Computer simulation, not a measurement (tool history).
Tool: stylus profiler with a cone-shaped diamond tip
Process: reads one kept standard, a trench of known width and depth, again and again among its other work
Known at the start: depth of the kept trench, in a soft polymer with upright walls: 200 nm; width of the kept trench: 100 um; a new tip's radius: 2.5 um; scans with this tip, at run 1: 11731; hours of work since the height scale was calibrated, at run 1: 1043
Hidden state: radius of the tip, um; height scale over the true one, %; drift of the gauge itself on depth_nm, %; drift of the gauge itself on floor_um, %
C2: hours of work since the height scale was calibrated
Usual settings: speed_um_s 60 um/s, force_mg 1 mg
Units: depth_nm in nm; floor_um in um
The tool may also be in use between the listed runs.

run 1 day=0 | speed_um_s=60 force_mg=1 | scans_with_this_tip=11731 C2=1043 | depth_nm=199.4 floor_um=96.62
run 2 day=1.662 | speed_um_s=60 force_mg=1 | scans_with_this_tip=12018 C2=1069 | depth_nm=199.6 floor_um=96.59
run 3 day=2.95 | speed_um_s=60 force_mg=1 | scans_with_this_tip=12240 C2=1089 | depth_nm=199.54 floor_um=96.58
run 4 day=4.767 | speed_um_s=17 force_mg=1 | scans_with_this_tip=12553 C2=1116 | depth_nm=199.47 floor_um=96.86
run 5 day=5.871 | speed_um_s=17 force_mg=1.57 | scans_with_this_tip=12743 C2=1133 | depth_nm=199.63 floor_um=96.86
run 6 day=7.625 | speed_um_s=17 force_mg=1.57 | scans_with_this_tip=13045 C2=1160 | depth_nm=199.74 floor_um=96.84
run 7 day=9.388 | speed_um_s=17 force_mg=1.57 | scans_with_this_tip=13349 C2=1187 | depth_nm=199.61 floor_um=96.85
run 8 day=11.354 | speed_um_s=17 force_mg=1.57 | scans_with_this_tip=13689 C2=1217 | depth_nm=199.59 floor_um=96.73
run 9 day=13.162 | speed_um_s=18 force_mg=2.32 | scans_with_this_tip=14000 C2=1245 | depth_nm=199.62 floor_um=96.82
run 10 day=14.508 | speed_um_s=18 force_mg=2.32 | scans_with_this_tip=14232 C2=1266 | depth_nm=199.85 floor_um=96.7
run 11 day=16.296 | speed_um_s=60 force_mg=0.42 | scans_with_this_tip=14540 C2=1293 | depth_nm=199 floor_um=96.2
run 12 day=17.375 | speed_um_s=141 force_mg=0.8 | scans_with_this_tip=14726 C2=1310 | depth_nm=199.05 floor_um=95.71
run 13 day=18.421 | speed_um_s=141 force_mg=0.8 | scans_with_this_tip=14906 C2=1326 | depth_nm=199.29 floor_um=95.66
run 14 day=20.229 | speed_um_s=141 force_mg=0.8 | scans_with_this_tip=15218 C2=1353 | depth_nm=199.18 floor_um=95.69
run 15 day=21.825 | speed_um_s=141 force_mg=0.49 | scans_with_this_tip=15493 C2=1378 | depth_nm=198.99 floor_um=95.28
run 16 day=22.688 | speed_um_s=141 force_mg=0.64 | scans_with_this_tip=15642 C2=1391 | depth_nm=199.11 floor_um=95.49

Forecast each of these 3 alternatives for the next run:
run A day=24.479 | speed_um_s=67 force_mg=0.73 | scans_with_this_tip=15951 C2=1419 | depth_nm=? floor_um=?
run B day=24.479 | speed_um_s=189 force_mg=0.37 | scans_with_this_tip=15951 C2=1419 | depth_nm=? floor_um=?
run C day=24.479 | speed_um_s=134 force_mg=0.98 | scans_with_this_tip=15951 C2=1419 | depth_nm=? floor_um=?

run=A depth_nm=199.06 floor_um=96.19
run=B depth_nm=198.71 floor_um=94.47
run=C depth_nm=199.28 floor_um=95.74
Without the tool's hidden state the same runs would have given:
run=A depth_nm=200.49 floor_um=97.5
run=B depth_nm=200.13 floor_um=95.78
run=C depth_nm=200.71 floor_um=97.04

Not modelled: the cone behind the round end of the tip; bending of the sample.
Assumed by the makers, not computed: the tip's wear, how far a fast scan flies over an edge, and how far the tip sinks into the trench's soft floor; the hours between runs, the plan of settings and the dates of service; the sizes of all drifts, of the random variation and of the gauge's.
